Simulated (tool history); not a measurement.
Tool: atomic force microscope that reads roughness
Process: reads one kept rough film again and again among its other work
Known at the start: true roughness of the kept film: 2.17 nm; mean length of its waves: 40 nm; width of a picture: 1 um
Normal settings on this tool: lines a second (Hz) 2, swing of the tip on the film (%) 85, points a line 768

run	hour	lines a second (Hz)	swing of the tip on the film (%)	points a line	roughness of the kept film (nm (root mean square))
1	0	2	85	768	1.614
2	11.4	2	85	768	1.626
3	23	2	85	768	1.609
4	36	2	82	768	1.646
5	43.8	2	88	768	1.541
6	51	2	85	768	1.579
7	62.1	2	61	535	1.87
# hour 63.9: height scale calibrated on a step standard
8	74.4	2.51	75	768	1.66
9	87.6	2.08	67	312	1.781
10	96	2.08	67	312	1.766

Estimate the outcome of run 11 from the log above:
11	104	2.08	67	312	?

roughness of the kept film (nm (root mean square)): 1.766
Had the tool carried no hidden state, the very same run would have given roughness of the kept film (nm (root mean square)) 1.842.
